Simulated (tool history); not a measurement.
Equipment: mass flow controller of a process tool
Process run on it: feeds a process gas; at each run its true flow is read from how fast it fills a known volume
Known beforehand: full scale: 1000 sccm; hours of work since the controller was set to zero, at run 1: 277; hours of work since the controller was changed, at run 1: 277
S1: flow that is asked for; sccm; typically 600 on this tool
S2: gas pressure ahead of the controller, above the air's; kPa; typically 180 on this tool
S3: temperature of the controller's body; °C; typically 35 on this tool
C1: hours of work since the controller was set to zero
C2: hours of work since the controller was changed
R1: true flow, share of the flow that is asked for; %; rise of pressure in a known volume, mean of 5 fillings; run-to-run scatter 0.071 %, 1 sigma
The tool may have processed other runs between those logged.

run      day   S1   S2  S3    C1    C2      R1
  1    0.000  600  180  35   277   277  100.11
  2   21.379  123  180  35   463   463   99.81
  3   44.142  600  180  35   661   661  100.24
  4   57.996  600  180  35   781   781  100.24
  5   71.921  600  180  35   902   902  100.33
  6   85.746  600  209  35  1022  1022  100.54
  7   98.892  600  180  35  1136  1136  100.57
  8  119.675  600  244  35  1317  1317  101.04
  9  133.788  600  244  35  1440  1440  101.21
 10  151.379  534  180  35  1593  1593  100.72
 11  169.188  534  180  35  1747  1747  100.79
 12  184.750  534  180  35  1882  1882  100.88
 13  206.321  534  180  35  2070  2070  101.10
 14  220.433  534  180  35  2193  2193  101.11
 15  240.446  534  180  35  2366  2366  101.16
 16  258.250  534  180  35  2521  2521  101.27
     259.717  -- controller's zero set anew
 17  272.567  600  180  35   112  2645  101.76
 18  283.717  600  180  35   209  2742  101.87
 19  305.650  689  180  35   399  2933  102.17
 20  322.492  600  218  35   546  3079  102.28
     343.117  -- controller's zero set anew, once more
 21  344.221  600  180  35    10  3268  100.88
 22  359.483  600  180  35   142  3401  100.84
 23  369.983  600  180  35   233  3492  101.19
 24  388.529  600  180  35   395  3653  101.07
 25  404.500  600  174  35   533  3792  101.13
 26  421.862  634  278  35   684  3943  101.97
 27  437.667  634  278  35   822  4080  102.00
 28  458.238  634  278  35  1000  4259  102.27
 29  478.033  639  167  20  1172  4431  100.40
 30  495.888  616  180  36  1328  4586  101.79
 31  507.171  156  156  37  1426  4684  101.98
 32  530.783  174  179  35  1631  4889  102.04
 33  545.100  478  218  35  1755  5014  102.02
 34  567.092  478  218  35  1946  5205  102.15
 35  586.325  478  218  35  2113  5372  102.29
     597.608  -- controller exchanged for a calibrated one
 36  602.092  185  230  35    39    39   99.36
 37  624.929  600  217  35   237   237  100.22
 38  647.100  164  194  21   430   430   98.49
 39  666.225  164  194  21   596   596   98.76
 40  686.150  600  180  35   769   769  100.36
 41  695.933  806  213  27   854   854  100.37
 42  714.329  506  195  35  1014  1014  100.51
 43  731.950  305  180  40  1167  1167  100.72
 44  751.679  218  224  25  1339  1339  100.09
 45  767.179  429  174  35  1474  1474  100.51
 46  779.446  705  144  32  1580  1580  100.54
 47  794.596  248  144  32  1712  1712  100.48
 48  814.267  597  217  34  1883  1883  101.15
 49  832.812  597  217  34  2044  2044  101.32

Consider 3 possible next runs. They are alternatives, not a sequence: every one starts from the tool as it was left by run 49. What does each give?
  A  848.067  759  171  33  2176  2176   ?
  B  848.067  600  180  25  2176  2176   ?
  C  848.067  597  217  33  2176  2176   ?

run      R1
  A  101.28
  B  100.36
  C  101.49
Take away the tool's hidden state, keep each run's random variation, and the runs would have read:
run     R1
  A  99.90
  B  98.83
  C  99.96
